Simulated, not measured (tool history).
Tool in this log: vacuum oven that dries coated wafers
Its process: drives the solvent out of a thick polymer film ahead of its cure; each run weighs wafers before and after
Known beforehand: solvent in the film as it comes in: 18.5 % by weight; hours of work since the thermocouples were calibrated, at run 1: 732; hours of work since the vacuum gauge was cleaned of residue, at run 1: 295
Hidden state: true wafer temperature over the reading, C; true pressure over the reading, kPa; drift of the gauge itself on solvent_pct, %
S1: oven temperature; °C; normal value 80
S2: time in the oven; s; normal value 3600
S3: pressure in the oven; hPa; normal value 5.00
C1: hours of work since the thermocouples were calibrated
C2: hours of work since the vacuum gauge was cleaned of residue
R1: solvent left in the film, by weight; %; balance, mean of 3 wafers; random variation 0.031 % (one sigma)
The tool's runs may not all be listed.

{"run": 1, "hour": 0.0, "S1": 80, "S2": 3600, "S3": 5.0, "C1": 732, "C2": 295, "R1": 1.17}
{"run": 2, "hour": 13.4, "S1": 80, "S2": 3600, "S3": 5.0, "C1": 740, "C2": 303, "R1": 1.18}
{"run": 3, "hour": 28.5, "S1": 80, "S2": 3600, "S3": 5.0, "C1": 748, "C2": 311, "R1": 1.2}
{"run": 4, "hour": 41.2, "S1": 80, "S2": 3600, "S3": 5.0, "C1": 756, "C2": 319, "R1": 1.16}
{"run": 5, "hour": 52.2, "S1": 80, "S2": 4980, "S3": 5.0, "C1": 762, "C2": 325, "R1": 0.8}
{"run": 6, "hour": 60.6, "S1": 80, "S2": 4980, "S3": 5.0, "C1": 767, "C2": 330, "R1": 0.77}
{"run": 7, "hour": 76.0, "S1": 80, "S2": 4980, "S3": 5.0, "C1": 776, "C2": 338, "R1": 0.7}
{"run": 8, "hour": 90.0, "S1": 80, "S2": 4980, "S3": 5.0, "C1": 784, "C2": 346, "R1": 0.7}
{"run": 9, "hour": 104.4, "S1": 80, "S2": 4980, "S3": 2.59, "C1": 792, "C2": 355, "R1": 0.47}
{"run": 10, "hour": 114.0, "S1": 80, "S2": 4980, "S3": 2.59, "C1": 797, "C2": 360, "R1": 0.5}
{"run": 11, "hour": 124.0, "S1": 80, "S2": 4980, "S3": 2.59, "C1": 803, "C2": 366, "R1": 0.5}
{"run": 12, "hour": 139.9, "S1": 80, "S2": 3600, "S3": 5.0, "C1": 812, "C2": 375, "R1": 1.17}
{"run": 13, "hour": 149.7, "S1": 80, "S2": 3600, "S3": 5.0, "C1": 818, "C2": 381, "R1": 1.22}
{"run": 14, "hour": 159.0, "S1": 80, "S2": 3180, "S3": 5.0, "C1": 823, "C2": 386, "R1": 1.5}
{"run": 15, "hour": 172.5, "S1": 80, "S2": 3180, "S3": 5.0, "C1": 831, "C2": 394, "R1": 1.52}
{"run": 16, "hour": 181.9, "S1": 80, "S2": 3180, "S3": 5.0, "C1": 836, "C2": 399, "R1": 1.45}
{"run": 17, "hour": 192.7, "S1": 80, "S2": 3180, "S3": 5.0, "C1": 842, "C2": 405, "R1": 1.46}
{"run": 18, "hour": 204.0, "S1": 80, "S2": 3360, "S3": 5.0, "C1": 849, "C2": 412, "R1": 1.33}
{"run": 19, "hour": 213.9, "S1": 70, "S2": 3600, "S3": 5.0, "C1": 855, "C2": 417, "R1": 2.96}
{"run": 20, "hour": 225.4, "S1": 80, "S2": 2640, "S3": 5.0, "C1": 861, "C2": 424, "R1": 2.0}
{"run": 21, "hour": 239.4, "S1": 80, "S2": 2640, "S3": 5.0, "C1": 869, "C2": 432, "R1": 2.03}
{"run": 22, "hour": 251.0, "S1": 80, "S2": 3600, "S3": 5.0, "C1": 876, "C2": 439, "R1": 1.18}
{"run": 23, "hour": 263.8, "S1": 80, "S2": 2880, "S3": 5.0, "C1": 883, "C2": 446, "R1": 1.71}
{"run": 24, "hour": 276.5, "S1": 80, "S2": 2880, "S3": 2.74, "C1": 890, "C2": 453, "R1": 1.54}
{"run": 25, "hour": 288.3, "S1": 68, "S2": 1860, "S3": 4.53, "C1": 897, "C2": 460, "R1": 6.81}
{"run": 26, "hour": 297.3, "S1": 79, "S2": 1860, "S3": 4.53, "C1": 902, "C2": 465, "R1": 3.6}
{"run": 27, "hour": 310.2, "S1": 79, "S2": 1860, "S3": 4.53, "C1": 910, "C2": 472, "R1": 3.73}
{"hour": 314.7, "done": "oven's thermocouples calibrated"}
{"run": 28, "hour": 319.1, "S1": 80, "S2": 3540, "S3": 13.38, "C1": 3, "C2": 476, "R1": 2.2}
{"run": 29, "hour": 326.4, "S1": 80, "S2": 4260, "S3": 4.39, "C1": 7, "C2": 480, "R1": 0.97}
{"run": 30, "hour": 332.9, "S1": 80, "S2": 4800, "S3": 15.42, "C1": 10, "C2": 484, "R1": 1.88}
{"run": 31, "hour": 340.8, "S1": 82, "S2": 4800, "S3": 3.92, "C1": 15, "C2": 489, "R1": 0.64}
{"run": 32, "hour": 351.2, "S1": 84, "S2": 3600, "S3": 3.34, "C1": 21, "C2": 495, "R1": 0.72}
{"run": 33, "hour": 362.0, "S1": 80, "S2": 3600, "S3": 20.0, "C1": 27, "C2": 501, "R1": 2.78}
{"run": 34, "hour": 373.8, "S1": 68, "S2": 3600, "S3": 7.76, "C1": 34, "C2": 508, "R1": 4.36}
{"run": 35, "hour": 389.2, "S1": 68, "S2": 3060, "S3": 7.76, "C1": 43, "C2": 516, "R1": 5.03}
{"run": 36, "hour": 403.1, "S1": 80, "S2": 2640, "S3": 11.24, "C1": 51, "C2": 524, "R1": 2.86}
{"run": 37, "hour": 413.5, "S1": 80, "S2": 3360, "S3": 9.08, "C1": 56, "C2": 530, "R1": 1.89}
{"run": 38, "hour": 427.7, "S1": 80, "S2": 3360, "S3": 9.08, "C1": 65, "C2": 538, "R1": 1.92}
{"run": 39, "hour": 443.5, "S1": 65, "S2": 3600, "S3": 5.0, "C1": 74, "C2": 547, "R1": 4.78}
{"run": 40, "hour": 453.3, "S1": 65, "S2": 3600, "S3": 5.0, "C1": 79, "C2": 553, "R1": 4.82}
{"run": 41, "hour": 462.3, "S1": 77, "S2": 4140, "S3": 3.25, "C1": 84, "C2": 558, "R1": 1.28}
{"run": 42, "hour": 475.2, "S1": 77, "S2": 4140, "S3": 3.25, "C1": 92, "C2": 566, "R1": 1.34}
{"run": 43, "hour": 486.0, "S1": 77, "S2": 4140, "S3": 3.25, "C1": 98, "C2": 572, "R1": 1.29}
{"run": 44, "hour": 496.2, "S1": 73, "S2": 5940, "S3": 4.74, "C1": 104, "C2": 578, "R1": 1.28}
{"run": 45, "hour": 506.9, "S1": 80, "S2": 5940, "S3": 2.82, "C1": 110, "C2": 584, "R1": 0.5}
{"run": 46, "hour": 516.6, "S1": 80, "S2": 5100, "S3": 3.02, "C1": 115, "C2": 589, "R1": 0.67}
{"run": 47, "hour": 524.6, "S1": 84, "S2": 3600, "S3": 5.0, "C1": 120, "C2": 594, "R1": 0.93}
{"run": 48, "hour": 535.0, "S1": 84, "S2": 3600, "S3": 5.0, "C1": 126, "C2": 600, "R1": 0.93}

Branching from run 48: 3 alternative next runs. What would each branch give?
{"run": "A", "hour": 550.7, "S1": 80, "S2": 5700, "S3": 5.0, "C1": 135, "C2": 609, "R1": "?"}
{"run": "B", "hour": 550.7, "S1": 92, "S2": 2340, "S3": 13.18, "C1": 135, "C2": 609, "R1": "?"}
{"run": "C", "hour": 550.7, "S1": 80, "S2": 4440, "S3": 5.0, "C1": 135, "C2": 609, "R1": "?"}

run=A R1=0.78
run=B R1=1.36
run=C R1=1.02
With the hidden condition removed and each run's random variation left untouched, the same runs would have given:
run=A R1=0.69
run=B R1=1.33
run=C R1=0.95
